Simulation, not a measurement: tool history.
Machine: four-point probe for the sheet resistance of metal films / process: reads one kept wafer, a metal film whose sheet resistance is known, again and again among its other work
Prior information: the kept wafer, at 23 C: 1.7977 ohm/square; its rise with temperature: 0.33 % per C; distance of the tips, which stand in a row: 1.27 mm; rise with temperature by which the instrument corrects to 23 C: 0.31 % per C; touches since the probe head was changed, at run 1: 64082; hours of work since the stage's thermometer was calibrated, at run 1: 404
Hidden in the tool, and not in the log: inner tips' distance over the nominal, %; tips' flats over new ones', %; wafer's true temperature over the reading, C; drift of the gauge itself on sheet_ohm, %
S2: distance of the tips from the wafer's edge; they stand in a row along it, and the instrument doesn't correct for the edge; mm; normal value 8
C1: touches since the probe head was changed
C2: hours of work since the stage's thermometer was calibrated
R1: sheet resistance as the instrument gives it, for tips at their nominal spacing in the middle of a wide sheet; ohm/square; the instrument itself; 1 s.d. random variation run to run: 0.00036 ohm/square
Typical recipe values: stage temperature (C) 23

run 1 hour=0.0 | stage_temperature_(C)=23 S2=8 | C1=64082 C2=404 | R1=1.821950
run 2 hour=88.6 | stage_temperature_(C)=23 S2=8 | C1=67360 C2=448 | R1=1.821689
run 3 hour=164.3 | stage_temperature_(C)=33 S2=8 | C1=70164 C2=486 | R1=1.825626
run 4 hour=217.5 | stage_temperature_(C)=23 S2=8 | C1=72130 C2=512 | R1=1.822148
run 5 hour=285.8 | stage_temperature_(C)=23 S2=8 | C1=74659 C2=545 | R1=1.822181
run 6 hour=330.4 | stage_temperature_(C)=23 S2=8 | C1=76311 C2=568 | R1=1.822126
run 7 hour=380.2 | stage_temperature_(C)=23 S2=8 | C1=78152 C2=592 | R1=1.821820
run 8 hour=469.0 | stage_temperature_(C)=23 S2=8 | C1=81440 C2=636 | R1=1.821625
run 9 hour=558.0 | stage_temperature_(C)=35 S2=8 | C1=84732 C2=680 | R1=1.826077
run 10 hour=620.0 | stage_temperature_(C)=23 S2=14 | C1=87026 C2=710 | R1=1.806394
run 11 hour=697.8 | stage_temperature_(C)=20 S2=7 | C1=89906 C2=749 | R1=1.828061
run 12 hour=754.6 | stage_temperature_(C)=20 S2=9 | C1=92007 C2=777 | R1=1.816109
run 13 hour=852.2 | stage_temperature_(C)=24 S2=37 | C1=95619 C2=825 | R1=1.800051
run 14 hour=940.6 | stage_temperature_(C)=27 S2=12 | C1=98891 C2=869 | R1=1.810173
run 15 hour=1022.4 | stage_temperature_(C)=30 S2=14 | C1=101919 C2=909 | R1=1.808814
run 16 hour=1101.0 | stage_temperature_(C)=21 S2=23 | C1=104828 C2=948 | R1=1.800112

Predict each of these 3 candidate next runs independently; none follows another, all start after run 16:
run A hour=1192.3 | stage_temperature_(C)=19 S2=8 | C1=108208 C2=993 | R1=?
run B hour=1192.3 | stage_temperature_(C)=18 S2=4 | C1=108208 C2=993 | R1=?
run C hour=1192.3 | stage_temperature_(C)=30 S2=23 | C1=108208 C2=993 | R1=?

run=A R1=1.819732
run=B R1=1.888163
run=C R1=1.803379
The same runs, with their run-to-run variation unchanged, on a tool lacking any hidden condition would have given:
run=A R1=1.819523
run=B R1=1.887946
run=C R1=1.803172
